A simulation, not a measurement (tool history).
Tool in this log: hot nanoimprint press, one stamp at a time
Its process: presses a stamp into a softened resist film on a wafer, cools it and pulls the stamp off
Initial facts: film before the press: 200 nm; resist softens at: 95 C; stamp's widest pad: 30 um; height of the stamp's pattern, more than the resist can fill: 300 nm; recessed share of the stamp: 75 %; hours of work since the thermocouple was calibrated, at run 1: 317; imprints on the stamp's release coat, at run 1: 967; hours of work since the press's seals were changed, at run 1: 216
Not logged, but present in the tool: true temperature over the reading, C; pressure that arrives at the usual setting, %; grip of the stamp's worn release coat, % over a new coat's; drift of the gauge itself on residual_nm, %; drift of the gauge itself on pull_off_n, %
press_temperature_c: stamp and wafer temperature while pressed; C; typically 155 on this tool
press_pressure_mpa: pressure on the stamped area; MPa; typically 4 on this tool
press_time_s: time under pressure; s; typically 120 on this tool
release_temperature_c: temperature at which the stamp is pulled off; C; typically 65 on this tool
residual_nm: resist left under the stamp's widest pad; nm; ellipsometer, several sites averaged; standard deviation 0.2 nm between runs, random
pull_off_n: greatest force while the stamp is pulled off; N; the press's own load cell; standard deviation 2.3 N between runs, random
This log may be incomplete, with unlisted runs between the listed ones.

| run | hour | press_temperature_c | press_pressure_mpa | press_time_s | release_temperature_c | hours of work since the thermocouple was calibrated | imprints on the stamp's release coat | hours of work since the press's seals were changed | residual_nm | pull_off_n |
|---|---|---|---|---|---|---|---|---|---|---|
| 1 | 0 | 155 | 4 | 120 | 65 | 317 | 967 | 216 | 70.1 | 139 |
| 2 | 11.1 | 155 | 4 | 120 | 65 | 322 | 990 | 222 | 69.6 | 138 |
| 3 | 28.5 | 157 | 4 | 120 | 65 | 331 | 1025 | 230 | 61.8 | 136 |
| 4 | 45 | 157 | 4 | 120 | 65 | 338 | 1058 | 238 | 61.7 | 138 |
| 5 | 55.6 | 155 | 4 | 109 | 65 | 343 | 1079 | 243 | 72.2 | 135 |
| 6 | 69.6 | 155 | 4 | 109 | 65 | 350 | 1107 | 249 | 72.1 | 141 |
| 7 | 85.8 | 155 | 4 | 109 | 65 | 358 | 1140 | 257 | 72.6 | 140 |
| 8 | 105.4 | 155 | 4 | 74 | 65 | 367 | 1179 | 266 | 83.6 | 140 |
| 9 | 119.8 | 166 | 4 | 120 | 65 | 374 | 1208 | 273 | 36.6 | 139 |
| 10 | 130.8 | 166 | 4 | 120 | 65 | 379 | 1230 | 278 | 36.5 | 134 |
| 11 | 144.5 | 166 | 4 | 120 | 65 | 385 | 1258 | 285 | 36.6 | 142 |
| 12 | 166.7 | 155 | 3.08 | 120 | 65 | 396 | 1303 | 295 | 79.6 | 143 |
| 13 | 180.7 | 155 | 3.08 | 120 | 65 | 402 | 1331 | 302 | 79.7 | 140 |
| 14 | 192.6 | 155 | 4 | 120 | 68 | 408 | 1355 | 307 | 69.5 | 136 |
| 15 | 215.1 | 155 | 4 | 89 | 65 | 419 | 1400 | 318 | 77.4 | 139 |
| 16 | 230.4 | 166 | 4.12 | 103 | 67 | 426 | 1431 | 325 | 38.5 | 143 |
| 17 | 250.7 | 147 | 2.68 | 76 | 64 | 436 | 1472 | 335 | 147.2 | 142 |
| 18 | 272.7 | 155 | 4 | 206 | 65 | 446 | 1516 | 345 | 55.9 | 143 |
| 19 | 292.9 | 155 | 4 | 161 | 65 | 455 | 1557 | 355 | 61.6 | 146 |
| 20 | 309.8 | 155 | 4 | 161 | 65 | 463 | 1591 | 363 | 62.3 | 143 |
| 21 | 323.7 | 162 | 4 | 120 | 65 | 470 | 1619 | 369 | 45 | 146 |
|  | 337.3 | plate thermocouple calibrated |
| 22 | 340.3 | 164 | 4 | 120 | 64 | 1 | 1646 | 376 | 44.3 | 154 |
| 23 | 349.5 | 164 | 4 | 120 | 64 | 6 | 1665 | 380 | 44.2 | 157 |
| 24 | 359.5 | 147 | 4 | 124 | 65 | 10 | 1685 | 385 | 120.7 | 149 |
| 25 | 373.2 | 147 | 4 | 109 | 50 | 17 | 1712 | 391 | 125.9 | 181 |
| 26 | 390.7 | 155 | 3.26 | 127 | 59 | 25 | 1747 | 400 | 82.5 | 163 |
| 27 | 404.4 | 155 | 3.26 | 127 | 59 | 32 | 1775 | 406 | 82.2 | 164 |
| 28 | 414.8 | 161 | 5.32 | 221 | 59 | 37 | 1796 | 411 | 35.1 | 162 |
| 29 | 437.2 | 146 | 3.49 | 120 | 65 | 47 | 1841 | 422 | 135 | 149 |
| 30 | 454.6 | 155 | 6.16 | 120 | 65 | 55 | 1876 | 430 | 60.3 | 151 |

Hidden state at the last listed run before each entry between runs and at the first one after, where it differs:
Between runs 21 and 22: plate thermocouple calibrated (hour 337.3)
  true temperature over the reading, C: 1.1 -> -0.47; pressure that arrives at the usual setting, %: 98.25 -> 98.22; grip of the stamp's worn release coat, % over a new coat's: 18.6 -> 19
  measured less the result without the state, residual_nm: -2.5 -> +1.7 nm; pull_off_n: +21 -> +25 N

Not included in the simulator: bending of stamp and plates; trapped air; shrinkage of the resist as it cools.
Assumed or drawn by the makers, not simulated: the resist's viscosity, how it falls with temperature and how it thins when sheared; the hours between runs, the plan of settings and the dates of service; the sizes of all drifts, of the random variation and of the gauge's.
